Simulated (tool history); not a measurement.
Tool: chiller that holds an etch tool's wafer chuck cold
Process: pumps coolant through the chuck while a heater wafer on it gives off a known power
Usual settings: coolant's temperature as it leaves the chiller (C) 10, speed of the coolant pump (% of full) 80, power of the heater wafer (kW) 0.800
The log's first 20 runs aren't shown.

run    hour  coolant's temperature as it leaves the chiller (C)  speed of the coolant pump (% of full)  power of the heater wafer (kW)  chuck's temperature once it has settled (C)  how much warmer the coolant comes back (C)
 21  3051.8                                                  20                                     62                           0.508                                         26.7                                        3.09
 22  3238.0                                                  20                                     62                           0.508                                         26.6                                        3.09
 23  3319.8                                                  17                                     87                           0.615                                         23.7                                        2.65
 24  3412.5                                                   2                                     80                           0.800                                         11.5                                        3.76
 25  3501.0                                                   7                                     97                           0.718                                         14.4                                        2.78
 26  3643.5                                                   7                                     97                           0.718                                         14.4                                        2.74
 27  3800.0                                                   7                                     70                           0.560                                         14.0                                        3.06
 28  3899.7                                                   7                                     70                           1.015                                         20.5                                        5.52
 29  4064.9                                                   0                                     80                           0.761                                          9.0                                        3.59
 30  4258.9                                                   0                                     80                           0.761                                          9.0                                        3.67
 31  4400.7                                                  14                                     90                           0.537                                         19.5                                        2.29

Forecast each of these 4 alternatives for the next run:
     4448.7  -- chiller's thermometer calibrated
  A  4567.9                                                  10                                     71                           0.800                                            ?                                           ?
     4448.7  -- chiller's thermometer calibrated
  B  4567.9                                                  15                                     96                           0.800                                            ?                                           ?
     4448.7  -- chiller's thermometer calibrated
  C  4567.9                                                  11                                     90                           0.906                                            ?                                           ?
     4448.7  -- chiller's thermometer calibrated
  D  4567.9                                                  13                                     69                           0.537                                            ?                                           ?

run  chuck's temperature once it has settled (C)  how much warmer the coolant comes back (C)
  A                                         21.7                                        4.32
  B                                         24.8                                        3.16
  C                                         22.4                                        3.88
  D                                         21.1                                        2.96
Without the tool's hidden state the same runs would have given:
run  chuck's temperature once it has settled (C)  how much warmer the coolant comes back (C)
  A                                         19.9                                        3.91
  B                                         23.3                                        2.86
  C                                         20.6                                        3.52
  D                                         19.9                                        2.67
